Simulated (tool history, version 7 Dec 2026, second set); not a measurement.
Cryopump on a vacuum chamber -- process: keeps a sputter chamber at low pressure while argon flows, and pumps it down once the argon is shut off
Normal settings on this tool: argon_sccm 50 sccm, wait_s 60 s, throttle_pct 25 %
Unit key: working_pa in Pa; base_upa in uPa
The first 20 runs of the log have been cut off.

run     day  argon_sccm  wait_s  throttle_pct  hours of work since the pump was warmed up and emptied  hours of work since the cold head was overhauled  hours of work since the chamber's fittings were tightened  working_pa  base_upa
 21  34.429          30      72            48                                                      89                                               827                                                        268      0.0564      1.41
 22  36.538          30      72            48                                                     118                                               856                                                        297      0.0557      1.41
 23  38.042          30      72            48                                                     139                                               877                                                        318      0.0574      1.43
 24  39.729          20     154            38                                                     163                                               900                                                        341      0.0466      0.88
 25  40.746          62     130            38                                                     177                                               914                                                        355      0.1472      0.98
 26  43.008          34     168            48                                                     208                                               945                                                        386       0.064      0.86
 27  44.504          34     168            48                                                     228                                               966                                                        407      0.0639      0.88
 28  46.279          50      32            25                                                     253                                               990                                                        431      0.1788      2.86
 29  48.121          35      60            25                                                     278                                              1016                                                        457      0.1267      1.71
 30  49.388          50      60            35                                                     296                                              1033                                                        474      0.1304      1.74
 31  51.542          50      60            54                                                     325                                              1063                                                        504      0.0862      1.75
 32  53.896          75      56            43                                                     358                                              1095                                                        536      0.1608      1.92
 33  55.483          30      32            25                                                     380                                              1117                                                        558      0.1091      2.95

Each row is a separate what-if for the run after 33, all from the same tool condition, not one after another. Results?
  A  57.55          66      32            49                                                     408                                              1146                                                        587           ?         ?
  B  57.55          50     134            49                                                     408                                              1146                                                        587           ?         ?
  C  57.55          50      60            46                                                     408                                              1146                                                        587           ?         ?
  D  57.55          36     271            23                                                     408                                              1146                                                        587           ?         ?
  E  57.55          97      37            56                                                     408                                              1146                                                        587           ?         ?

run  working_pa  base_upa
  A      0.1249      2.96
  B      0.0942      1.17
  C      0.1012      1.87
  D      0.1407      0.87
  E      0.1622      2.65
Stripped of hidden state, with their random variation kept, the same runs would have yielded:
run  working_pa  base_upa
  A      0.1188      2.53
  B      0.0896      0.73
  C      0.0965      1.44
  D      0.1373      0.43
  E      0.1533      2.21
